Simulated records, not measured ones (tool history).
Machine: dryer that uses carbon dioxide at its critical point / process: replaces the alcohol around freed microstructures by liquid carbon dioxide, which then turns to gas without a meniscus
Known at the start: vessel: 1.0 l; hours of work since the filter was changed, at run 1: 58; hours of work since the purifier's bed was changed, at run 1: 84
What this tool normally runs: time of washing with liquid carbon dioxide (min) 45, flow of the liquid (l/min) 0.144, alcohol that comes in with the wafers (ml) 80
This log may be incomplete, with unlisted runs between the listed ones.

run	day	time of washing with liquid carbon dioxide (min)	flow of the liquid (l/min)	alcohol that comes in with the wafers (ml)	hours of work since the filter was changed	hours of work since the purifier's bed was changed	alcohol left in the vessel before it's heated (ppm by volume)
1	0.000	45	0.144	80	58	84	276
2	1.488	45	0.144	80	71	97	271
3	2.358	45	0.144	80	79	105	282
4	4.021	45	0.144	80	94	119	297
5	5.871	45	0.144	80	110	136	313
6	7.458	45	0.144	80	124	150	317
7	9.112	45	0.244	80	139	164	30
8	10.983	45	0.144	64	155	181	295
9	12.529	45	0.144	64	169	194	314
10	14.125	28	0.144	80	183	208	2728
11	15.471	60	0.144	80	195	220	86
# day 17.388: inlet filter changed
12	17.442	60	0.144	80	0	237	65
13	18.562	60	0.144	80	10	247	60
14	20.400	60	0.144	80	27	263	61
15	21.329	45	0.144	80	35	272	257
16	23.067	45	0.144	80	50	287	266
17	24.533	45	0.144	80	63	300	277
18	26.288	45	0.124	80	78	315	636
19	27.142	45	0.124	80	86	323	653
20	28.758	33	0.109	54	100	337	2512
21	29.804	33	0.109	54	109	346	2535
22	30.912	62	0.182	32	119	356	48
23	31.958	40	0.110	35	129	365	874
24	33.433	35	0.163	47	142	378	381
25	34.462	35	0.148	47	151	387	573
26	35.379	36	0.148	50	159	395	586
27	36.175	45	0.144	48	166	402	248
28	37.371	45	0.144	48	176	413	253
29	39.250	45	0.144	48	193	430	278
30	40.125	45	0.144	48	201	437	273
31	41.204	45	0.144	48	210	447	284
# day 41.329: inlet filter changed
32	42.508	45	0.144	48	10	458	181

Some steps in alcohol left in the vessel before it's heated (ppm by volume), run to run, broken into two amounts with sign: the step expected even without the hidden condition (settings, incoming material, random variation), and the rest, left for the hidden condition together with whatever gauge scatter is not in both the measured and the hidden-condition-free result:
What the log doesn't record here: flow that reaches the vessel past the clogged filter, %; alcohol in the recycled carbon dioxide, ppm; drift of the gauge itself on alcohol_ppm, %.
Run 9 -> 10: time of washing with liquid carbon dioxide (min) 45 -> 28, alcohol that comes in with the wafers (ml) 64 -> 80. alcohol left in the vessel before it's heated (ppm by volume) +2414: hidden state +691, all else +1723.
Run 10 -> 11: time of washing with liquid carbon dioxide (min) 28 -> 60. alcohol left in the vessel before it's heated (ppm by volume) -2642: hidden state -770, all else -1872.
Run 21 -> 22: time of washing with liquid carbon dioxide (min) 33 -> 62, flow of the liquid (l/min) 0.109 -> 0.182, alcohol that comes in with the wafers (ml) 54 -> 32. alcohol left in the vessel before it's heated (ppm by volume) -2487: hidden state -402, all else -2085.
